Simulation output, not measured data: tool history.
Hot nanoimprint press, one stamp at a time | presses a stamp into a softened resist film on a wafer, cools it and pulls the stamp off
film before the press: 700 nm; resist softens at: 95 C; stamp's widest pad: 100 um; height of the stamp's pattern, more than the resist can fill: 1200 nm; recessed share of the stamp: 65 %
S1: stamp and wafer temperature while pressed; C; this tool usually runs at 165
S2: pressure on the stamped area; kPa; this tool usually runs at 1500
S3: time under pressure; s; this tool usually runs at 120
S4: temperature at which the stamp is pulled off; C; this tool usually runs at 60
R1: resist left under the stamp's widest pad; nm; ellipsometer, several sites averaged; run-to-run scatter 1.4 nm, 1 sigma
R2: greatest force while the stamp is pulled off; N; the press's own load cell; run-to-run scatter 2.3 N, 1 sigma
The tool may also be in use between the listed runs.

run,hour,S1,S2,S3,S4,R1,R2
1,0,165,1500,120,60,380.1,144
2,15.6,165,1500,120,60,381.8,153
3,42.6,165,1500,82,60,431.5,154
4,57.2,165,1500,120,60,380.4,155
# hour 66.9: stamp cleaned and given a new release coat
5,90.2,165,1500,120,60,383.5,113
6,107.4,165,1500,120,60,385.4,113
7,123.1,165,1500,120,60,385.4,120
8,135.7,165,1500,120,60,386.5,114
9,148.1,168,1500,120,60,339.1,118
10,163.4,168,1500,120,60,338.6,125
11,184.6,165,1500,120,60,386.2,126
12,206.3,165,1500,120,60,386.5,132
13,226.3,165,1500,120,60,389.6,137
14,239.6,165,1500,120,60,389.8,135
15,264.3,165,1500,120,60,392.4,139
# hour 269.4: plate thermocouple calibrated
16,281,176,1680,189,52,187,178
17,305.1,176,1680,189,52,188.8,174
# hour 311.8: plate thermocouple calibrated, once more
18,324.4,165,1510,120,46,378.5,194
19,342.4,165,1100,120,54,425.1,185
# hour 363.5: stamp cleaned and given a new release coat
20,371.2,165,1490,120,65,382.7,94
21,389.5,157,1500,120,46,518.7,152
22,411.3,168,1500,221,60,263.2,118
23,428.6,156,1380,61,50,609.2,146
24,455.7,163,1370,102,65,455.6,107
25,467.2,165,1500,120,50,386.8,154
26,483.5,165,1500,120,50,384.7,164
27,496.2,165,1500,120,50,386.6,167
28,508.5,163,1500,120,46,420.7,181
29,530.9,163,1820,120,46,394.6,180

Alternative continuations, all from the tool just after run 29; predict every row:
A,547.7,166,1630,120,52,?,?
B,547.7,165,1500,120,54,?,?
C,547.7,162,1250,120,60,?,?

run,R1,R2
A,362.2,164
B,391.4,160
C,468.2,138
Without the tool's unlogged condition, the same runs would have read:
run,R1,R2
A,351.6,126
B,380.7,122
C,457.5,105
